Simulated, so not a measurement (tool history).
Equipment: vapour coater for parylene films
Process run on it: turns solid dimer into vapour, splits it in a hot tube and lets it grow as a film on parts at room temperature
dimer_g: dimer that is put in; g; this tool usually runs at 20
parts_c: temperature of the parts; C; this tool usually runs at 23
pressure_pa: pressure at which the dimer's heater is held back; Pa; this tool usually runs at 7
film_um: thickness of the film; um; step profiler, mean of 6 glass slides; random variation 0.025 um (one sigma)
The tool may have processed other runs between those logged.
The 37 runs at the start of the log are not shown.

run     day  dimer_g  parts_c  pressure_pa  hours of work since the trap's valve was overhauled  hours of work since the table's thermometer was calibrated  film_um
 38    21.4       15       22         9.35                                                  373                                                         218     2.69
 39  21.979       15       22         9.35                                                  384                                                         229      2.7
 40  22.483       15       22         9.35                                                  394                                                         239     2.74
 41  22.938       15       22         9.35                                                  403                                                         248     2.77
 42  23.517       15       22         9.35                                                  414                                                         259     2.72
 43  24.008       22       33         7.79                                                  424                                                         269     3.11
 44  24.538       20       16         2.39                                                  434                                                         279     5.47
 45  24.921       20       16         2.39                                                  442                                                         286     5.44
 46  25.408       36       23            7                                                  451                                                         296     6.77
 47   25.95       17       17         2.27                                                  462                                                         307     4.64
 48  26.696       33       22         9.09                                                  476                                                         321     5.92

3 ways to go on from here, each from the tool as it stands after run 48. What would each give?
  A  27.062       20       23            7                                                  484                                                         328        ?
  B  27.062        9       23         9.01                                                  484                                                         328        ?
  C  27.062       10       26         4.14                                                  484                                                         328        ?

run  film_um
  A     3.68
  B     1.58
  C     1.92
Take away the tool's hidden state, keep each run's random variation, and the runs would have read:
run  film_um
  A     4.03
  B     1.73
  C     2.11
